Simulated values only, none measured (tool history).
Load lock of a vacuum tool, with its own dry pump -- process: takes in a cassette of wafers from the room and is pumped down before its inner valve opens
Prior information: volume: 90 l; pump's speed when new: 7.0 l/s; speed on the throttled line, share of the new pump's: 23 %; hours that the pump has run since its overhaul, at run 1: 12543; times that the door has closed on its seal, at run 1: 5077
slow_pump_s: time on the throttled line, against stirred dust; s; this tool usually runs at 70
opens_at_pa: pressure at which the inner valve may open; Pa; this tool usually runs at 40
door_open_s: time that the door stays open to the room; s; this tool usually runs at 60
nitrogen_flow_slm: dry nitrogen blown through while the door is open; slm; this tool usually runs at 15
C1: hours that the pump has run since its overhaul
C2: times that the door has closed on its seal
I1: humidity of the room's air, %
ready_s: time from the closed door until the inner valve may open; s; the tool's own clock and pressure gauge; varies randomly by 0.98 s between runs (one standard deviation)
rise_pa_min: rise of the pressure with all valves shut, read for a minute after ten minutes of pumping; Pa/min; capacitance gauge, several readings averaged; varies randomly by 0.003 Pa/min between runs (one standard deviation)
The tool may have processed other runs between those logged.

Run 1, day 0.000: usual settings; C1 12543; C2 5077; I1 41.5. Result: ready_s 166.6 s, rise_pa_min 0.075 Pa/min.
Run 2, day 15.379: usual settings; C1 12912; C2 5794; I1 42.8. Result: ready_s 166.7 s, rise_pa_min 0.080 Pa/min.
Run 3, day 32.933: usual settings; C1 13333; C2 6613; I1 45.6. Result: ready_s 167.2 s, rise_pa_min 0.095 Pa/min.
Run 4, day 47.879: usual settings; C1 13692; C2 7310; I1 45.0. Result: ready_s 167.0 s, rise_pa_min 0.101 Pa/min.
Run 5, day 62.500: usual settings but door_open_s 146 s; C1 14042; C2 7992; I1 40.7. Result: ready_s 167.7 s, rise_pa_min 0.121 Pa/min.
Run 6, day 86.908: usual settings but door_open_s 146 s; C1 14628; C2 9131; I1 42.3. Result: ready_s 166.9 s, rise_pa_min 0.150 Pa/min.
Run 7, day 106.312: usual settings but nitrogen_flow_slm 16 slm; C1 15094; C2 10036; I1 39.2. Result: ready_s 169.9 s, rise_pa_min 0.138 Pa/min.
Run 8, day 131.496: usual settings but nitrogen_flow_slm 16 slm; C1 15698; C2 11210; I1 43.8. Result: ready_s 170.6 s, rise_pa_min 0.155 Pa/min.
Run 9, day 143.662: usual settings; C1 15990; C2 11778; I1 47.3. Result: ready_s 171.3 s, rise_pa_min 0.174 Pa/min.
Run 10, day 157.058: usual settings; C1 16312; C2 12403; I1 47.3. Result: ready_s 170.8 s, rise_pa_min 0.183 Pa/min.
Run 11, day 169.300: usual settings; C1 16606; C2 12973; I1 45.1. Result: ready_s 170.7 s, rise_pa_min 0.189 Pa/min.
Run 12, day 189.325: usual settings but slow_pump_s 110 s; C1 17086; C2 13908; I1 42.4. Result: ready_s 201.0 s, rise_pa_min 0.202 Pa/min.
Run 13, day 200.192: usual settings; C1 17347; C2 14414; I1 44.5. Result: ready_s 172.3 s, rise_pa_min 0.209 Pa/min.
Run 14, day 211.358: usual settings; C1 17615; C2 14935; I1 44.4. Result: ready_s 171.8 s, rise_pa_min 0.231 Pa/min.
Run 15, day 236.012: usual settings; C1 18207; C2 16085; I1 45.6. Result: ready_s 172.8 s, rise_pa_min 0.250 Pa/min.
Run 16, day 261.954: usual settings; C1 18829; C2 17295; I1 43.5. Result: ready_s 174.6 s, rise_pa_min 0.274 Pa/min.
Run 17, day 285.646: usual settings; C1 19398; C2 18400; I1 43.7. Result: ready_s 175.4 s, rise_pa_min 0.305 Pa/min.
Run 18, day 300.125: usual settings; C1 19745; C2 19075; I1 47.7. Result: ready_s 174.3 s, rise_pa_min 0.323 Pa/min.
Run 19, day 325.562: usual settings but slow_pump_s 43 s, opens_at_pa 29 Pa, door_open_s 95 s, nitrogen_flow_slm 4 slm; C1 20356; C2 20262; I1 45.4. Result: ready_s 161.7 s, rise_pa_min 0.375 Pa/min.
Run 20, day 340.142: usual settings but slow_pump_s 53 s, door_open_s 111 s, nitrogen_flow_slm 12 slm; C1 20706; C2 20942; I1 47.8. Result: ready_s 163.8 s, rise_pa_min 0.387 Pa/min.
Run 21, day 354.083: usual settings but opens_at_pa 46 Pa; C1 21041; C2 21592; I1 43.9. Result: ready_s 175.3 s, rise_pa_min 0.374 Pa/min.
Run 22, day 368.508: usual settings but slow_pump_s 55 s, opens_at_pa 69 Pa, door_open_s 215 s; C1 21387; C2 22265; I1 47.0. Result: ready_s 158.2 s, rise_pa_min 0.432 Pa/min.
Run 23, day 379.329: usual settings but slow_pump_s 55 s, opens_at_pa 69 Pa, door_open_s 158 s, nitrogen_flow_slm 8 slm; C1 21646; C2 22769; I1 44.3. Result: ready_s 159.8 s, rise_pa_min 0.442 Pa/min.
Run 24, day 399.746: usual settings but slow_pump_s 55 s, opens_at_pa 69 Pa, door_open_s 158 s, nitrogen_flow_slm 8 slm; C1 22136; C2 23722; I1 44.7. Result: ready_s 158.6 s, rise_pa_min 0.469 Pa/min.
Run 25, day 414.975: usual settings but opens_at_pa 41 Pa, door_open_s 33 s, nitrogen_flow_slm 8 slm; C1 22502; C2 24432; I1 45.4. Result: ready_s 179.2 s, rise_pa_min 0.447 Pa/min.
Run 26, day 434.333: usual settings but slow_pump_s 42 s, opens_at_pa 69 Pa, nitrogen_flow_slm 24 slm; C1 22967; C2 25335; I1 46.8. Result: ready_s 150.9 s, rise_pa_min 0.480 Pa/min.
Run 27, day 457.817: usual settings but slow_pump_s 81 s, opens_at_pa 30 Pa, nitrogen_flow_slm 13 slm; C1 23530; C2 26430; I1 44.2. Result: ready_s 192.5 s, rise_pa_min 0.524 Pa/min.
At day 471.788: dry pump taken out, an overhauled one fitted.
Run 28, day 474.271: usual settings but slow_pump_s 52 s, opens_at_pa 50 Pa, nitrogen_flow_slm 13 slm; C1 60; C2 27186; I1 42.8. Result: ready_s 139.9 s, rise_pa_min 0.548 Pa/min.
Run 29, day 490.392: usual settings but slow_pump_s 50 s, opens_at_pa 49 Pa, nitrogen_flow_slm 7 slm; C1 446; C2 27938; I1 43.6. Result: ready_s 136.4 s, rise_pa_min 0.570 Pa/min.
Run 30, day 505.575: usual settings but slow_pump_s 49 s, opens_at_pa 49 Pa, door_open_s 50 s, nitrogen_flow_slm 11 slm; C1 811; C2 28646; I1 45.4. Result: ready_s 137.7 s, rise_pa_min 0.581 Pa/min.
Run 31, day 520.667: usual settings but slow_pump_s 49 s, opens_at_pa 49 Pa, door_open_s 50 s, nitrogen_flow_slm 11 slm; C1 1173; C2 29350; I1 47.9. Result: ready_s 138.4 s, rise_pa_min 0.609 Pa/min.
Run 32, day 539.412: usual settings but opens_at_pa 30 Pa, door_open_s 230 s, nitrogen_flow_slm 20 slm; C1 1623; C2 30224; I1 42.5. Result: ready_s 160.4 s, rise_pa_min 0.656 Pa/min.
Run 33, day 559.521: usual settings but opens_at_pa 30 Pa, door_open_s 230 s, nitrogen_flow_slm 20 slm; C1 2106; C2 31162; I1 44.5. Result: ready_s 162.3 s, rise_pa_min 0.686 Pa/min.
Run 34, day 579.729: usual settings but opens_at_pa 30 Pa, door_open_s 230 s, nitrogen_flow_slm 20 slm; C1 2591; C2 32105; I1 42.4. Result: ready_s 161.7 s, rise_pa_min 0.725 Pa/min.
At day 588.108: door's seal changed, seat wiped.
Run 35, day 592.846: usual settings but opens_at_pa 30 Pa, door_open_s 230 s, nitrogen_flow_slm 20 slm; C1 2904; C2 221; I1 42.6. Result: ready_s 163.3 s, rise_pa_min 0.052 Pa/min.

For each run, the measured value with the value that run would have given without the tool's hidden condition subtracted. The run-to-run variation is shared by both, the gauge scatter possibly not:
Hidden conditions of the tool in this case: pump's speed, % of a new pump's; leak at the door's seal, Pa l/s; drift of the gauge itself on ready_s, %; drift of the gauge itself on rise_pa_min, %.
run  ready_s  rise_pa_min
  1    +11.4       +0.045
  2    +11.7       +0.052
  3    +12.3       +0.063
  4    +12.6       +0.072
  5    +13.1       +0.082
  6    +13.6       +0.099
  7    +14.3       +0.110
  8    +15.0       +0.126
  9    +15.4       +0.138
 10    +15.6       +0.147
 11    +16.0       +0.159
 12    +14.9       +0.175
 13    +17.1       +0.183
 14    +17.4       +0.197
 15    +18.1       +0.216
 16    +19.0       +0.242
 17    +19.9       +0.272
 18    +20.2       +0.289
 19    +23.7       +0.315
 20    +22.9       +0.338
 21    +21.7       +0.348
 22    +21.5       +0.368
 23    +22.1       +0.377
 24    +22.5       +0.406
 25    +24.1       +0.418
 26    +24.6       +0.457
 27    +25.9       +0.497
 28     +0.7       +0.516
 29     +1.1       +0.531
 30     +1.4       +0.548
 31     +1.9       +0.575
 32     +2.3       +0.608
 33     +2.8       +0.635
 34     +3.3       +0.676
 35     +3.7       +0.002

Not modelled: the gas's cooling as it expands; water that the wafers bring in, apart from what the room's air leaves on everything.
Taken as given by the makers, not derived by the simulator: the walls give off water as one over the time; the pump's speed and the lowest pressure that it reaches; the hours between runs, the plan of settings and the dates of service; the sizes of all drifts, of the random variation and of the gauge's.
